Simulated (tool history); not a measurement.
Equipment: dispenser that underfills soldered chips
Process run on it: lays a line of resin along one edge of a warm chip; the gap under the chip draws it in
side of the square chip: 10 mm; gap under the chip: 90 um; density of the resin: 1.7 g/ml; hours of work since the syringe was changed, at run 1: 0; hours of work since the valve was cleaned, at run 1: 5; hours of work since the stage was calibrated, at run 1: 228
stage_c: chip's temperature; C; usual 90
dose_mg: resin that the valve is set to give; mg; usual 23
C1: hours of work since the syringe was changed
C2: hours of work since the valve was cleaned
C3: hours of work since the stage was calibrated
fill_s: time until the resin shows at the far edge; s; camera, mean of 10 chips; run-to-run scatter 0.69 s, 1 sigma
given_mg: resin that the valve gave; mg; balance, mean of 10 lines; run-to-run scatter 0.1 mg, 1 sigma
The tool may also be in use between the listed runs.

{"run": 1, "hour": 0.0, "stage_c": 90, "dose_mg": 23, "C1": 0, "C2": 5, "C3": 228, "fill_s": 64.4, "given_mg": 22.79}
{"run": 2, "hour": 11.8, "stage_c": 90, "dose_mg": 23, "C1": 8, "C2": 13, "C3": 236, "fill_s": 129.3, "given_mg": 22.86}
{"hour": 14.8, "done": "new syringe of resin"}
{"run": 3, "hour": 20.1, "stage_c": 90, "dose_mg": 24.6, "C1": 3, "C2": 18, "C3": 241, "fill_s": 85.9, "given_mg": 24.24}
{"hour": 29.1, "done": "new syringe of resin"}
{"run": 4, "hour": 30.8, "stage_c": 90, "dose_mg": 24.6, "C1": 1, "C2": 25, "C3": 248, "fill_s": 73.2, "given_mg": 23.8}
{"run": 5, "hour": 36.7, "stage_c": 90, "dose_mg": 23, "C1": 5, "C2": 29, "C3": 252, "fill_s": 103, "given_mg": 22.35}
{"hour": 44.0, "done": "new syringe of resin"}
{"run": 6, "hour": 44.5, "stage_c": 90, "dose_mg": 23, "C1": 0, "C2": 33, "C3": 257, "fill_s": 68.6, "given_mg": 22.33}
{"run": 7, "hour": 50.4, "stage_c": 90, "dose_mg": 23, "C1": 4, "C2": 37, "C3": 261, "fill_s": 93.5, "given_mg": 22.24}
{"hour": 59.3, "done": "new syringe of resin"}
{"run": 8, "hour": 61.4, "stage_c": 92, "dose_mg": 23, "C1": 1, "C2": 44, "C3": 268, "fill_s": 72.3, "given_mg": 21.91}
{"run": 9, "hour": 67.9, "stage_c": 92, "dose_mg": 23, "C1": 6, "C2": 48, "C3": 272, "fill_s": 101.3, "given_mg": 21.91}
{"hour": 73.8, "done": "new syringe of resin"}
{"run": 10, "hour": 79.0, "stage_c": 92, "dose_mg": 23, "C1": 3, "C2": 55, "C3": 279, "fill_s": 83.2, "given_mg": 21.65}
{"run": 11, "hour": 86.6, "stage_c": 95, "dose_mg": 23, "C1": 8, "C2": 60, "C3": 284, "fill_s": 113.5, "given_mg": 21.62}
{"hour": 88.8, "done": "new syringe of resin"}
{"run": 12, "hour": 97.1, "stage_c": 95, "dose_mg": 23, "C1": 5, "C2": 67, "C3": 290, "fill_s": 90, "given_mg": 21.49}
{"hour": 103.7, "done": "new syringe of resin"}
{"run": 13, "hour": 106.5, "stage_c": 93, "dose_mg": 20.9, "C1": 2, "C2": 73, "C3": 296, "fill_s": 73.2, "given_mg": 19.58}
{"run": 14, "hour": 113.2, "stage_c": 90, "dose_mg": 27.2, "C1": 6, "C2": 77, "C3": 301, "fill_s": 110.1, "given_mg": 25.22}
{"hour": 118.3, "done": "new syringe of resin"}
{"run": 15, "hour": 126.8, "stage_c": 90, "dose_mg": 22.5, "C1": 6, "C2": 86, "C3": 309, "fill_s": 110.9, "given_mg": 20.69}
{"hour": 133.0, "done": "new syringe of resin"}
{"run": 16, "hour": 135.3, "stage_c": 80, "dose_mg": 27.8, "C1": 1, "C2": 91, "C3": 315, "fill_s": 107.5, "given_mg": 25.19}
{"hour": 147.3, "done": "new syringe of resin"}
{"run": 17, "hour": 148.4, "stage_c": 80, "dose_mg": 27.8, "C1": 1, "C2": 100, "C3": 323, "fill_s": 102.3, "given_mg": 25.15}
{"run": 18, "hour": 155.8, "stage_c": 88, "dose_mg": 21, "C1": 6, "C2": 104, "C3": 328, "fill_s": 122.7, "given_mg": 18.94}
{"hour": 161.9, "done": "dispensing valve cleaned and set on the balance"}
{"hour": 163.5, "done": "new syringe of resin"}
{"run": 19, "hour": 165.0, "stage_c": 90, "dose_mg": 23.2, "C1": 1, "C2": 2, "C3": 333, "fill_s": 73, "given_mg": 23.07}
{"run": 20, "hour": 175.8, "stage_c": 93, "dose_mg": 23, "C1": 8, "C2": 9, "C3": 340, "fill_s": 120.9, "given_mg": 22.74}
{"hour": 177.9, "done": "new syringe of resin"}
{"run": 21, "hour": 189.1, "stage_c": 93, "dose_mg": 23, "C1": 7, "C2": 17, "C3": 348, "fill_s": 111.7, "given_mg": 22.67}
{"hour": 192.8, "done": "new syringe of resin"}
{"run": 22, "hour": 195.1, "stage_c": 83, "dose_mg": 28.3, "C1": 1, "C2": 21, "C3": 352, "fill_s": 94.7, "given_mg": 27.42}
{"run": 23, "hour": 201.7, "stage_c": 90, "dose_mg": 23.9, "C1": 6, "C2": 25, "C3": 356, "fill_s": 107.8, "given_mg": 23.35}
{"hour": 207.0, "done": "new syringe of resin"}
{"run": 24, "hour": 209.7, "stage_c": 87, "dose_mg": 22.8, "C1": 2, "C2": 30, "C3": 361, "fill_s": 88.6, "given_mg": 21.98}

A few steps of fill_s between consecutive runs. Split each: what settings, incoming material and random variation would produce without the hidden state, and what is left over for the hidden state, along with gauge scatter present in only one of the two compared results (measured, and without hidden state):
The hidden state here: resin's viscosity, % of fresh resin's; dose that the valve gives, % of what is set; true chip temperature over the reading, C; drift of the gauge itself on fill_s, %; drift of the gauge itself on given_mg, %.
Run 1 -> 2: settings left as they were, no log entry in between. fill_s +64.9 s: hidden state +63.4, all else +1.5.
Run 18 -> 19: stage_c 88 -> 90, dose_mg 21 -> 23.2, dispensing valve cleaned and set on the balance, new syringe of resin. fill_s -49.7 s: hidden state -43.7, all else -6.
Run 19 -> 20: stage_c 90 -> 93, dose_mg 23.2 -> 23. fill_s +47.9 s: hidden state +54.2, all else -6.3.

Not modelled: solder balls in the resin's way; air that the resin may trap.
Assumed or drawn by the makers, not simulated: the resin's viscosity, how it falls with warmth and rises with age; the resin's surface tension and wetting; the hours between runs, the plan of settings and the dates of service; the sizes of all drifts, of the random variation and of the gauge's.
